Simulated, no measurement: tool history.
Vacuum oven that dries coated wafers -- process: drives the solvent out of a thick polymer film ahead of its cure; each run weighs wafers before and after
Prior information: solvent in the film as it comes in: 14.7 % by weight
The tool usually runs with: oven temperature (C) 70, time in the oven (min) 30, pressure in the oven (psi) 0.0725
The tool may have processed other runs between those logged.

| run | day | oven temperature (C) | time in the oven (min) | pressure in the oven (psi) | solvent left in the film (%) |
|---|---|---|---|---|---|
| 1 | 0.000 | 70 | 30 | 0.0725 | 1.37 |
| 2 | 3.608 | 70 | 30 | 0.0725 | 1.28 |
| 3 | 6.521 | 70 | 30 | 0.0725 | 1.38 |
| 4 | 11.562 | 70 | 17 | 0.0725 | 3.12 |
| 5 | 13.783 | 70 | 17 | 0.0725 | 3.12 |
|  | 17.692 | oven's thermocouples calibrated |
| 6 | 18.304 | 70 | 17 | 0.0725 | 3.81 |
| 7 | 20.717 | 70 | 17 | 0.0725 | 3.93 |
| 8 | 24.254 | 70 | 17 | 0.0725 | 3.83 |
| 9 | 29.367 | 70 | 17 | 0.0725 | 3.75 |
| 10 | 32.962 | 70 | 17 | 0.0725 | 3.76 |
| 11 | 35.638 | 70 | 28 | 0.0484 | 1.86 |
| 12 | 38.225 | 70 | 28 | 0.0484 | 1.80 |
| 13 | 40.758 | 70 | 17 | 0.0946 | 3.69 |
| 14 | 43.579 | 65 | 30 | 0.0725 | 3.09 |
| 15 | 46.362 | 65 | 30 | 0.0725 | 3.00 |
| 16 | 48.608 | 74 | 15 | 0.0445 | 2.82 |
| 17 | 52.300 | 70 | 29 | 0.0725 | 1.73 |
| 18 | 56.396 | 70 | 29 | 0.0725 | 1.70 |
| 19 | 61.042 | 70 | 27 | 0.0725 | 1.95 |

3 ways to go on from here, each from the tool as it stands after run 19. What would each give?
| A | 65.338 | 70 | 44 | 0.0725 | ? |
| B | 65.338 | 59 | 27 | 0.1107 | ? |
| C | 65.338 | 74 | 27 | 0.0725 | ? |

| run | solvent left in the film (%) |
|---|---|
| A | 0.90 |
| B | 5.53 |
| C | 1.04 |
The same runs, with their run-to-run variation unchanged, on a tool lacking any hidden condition would have given:
| run | solvent left in the film (%) |
|---|---|
| A | 0.80 |
| B | 5.82 |
| C | 1.07 |
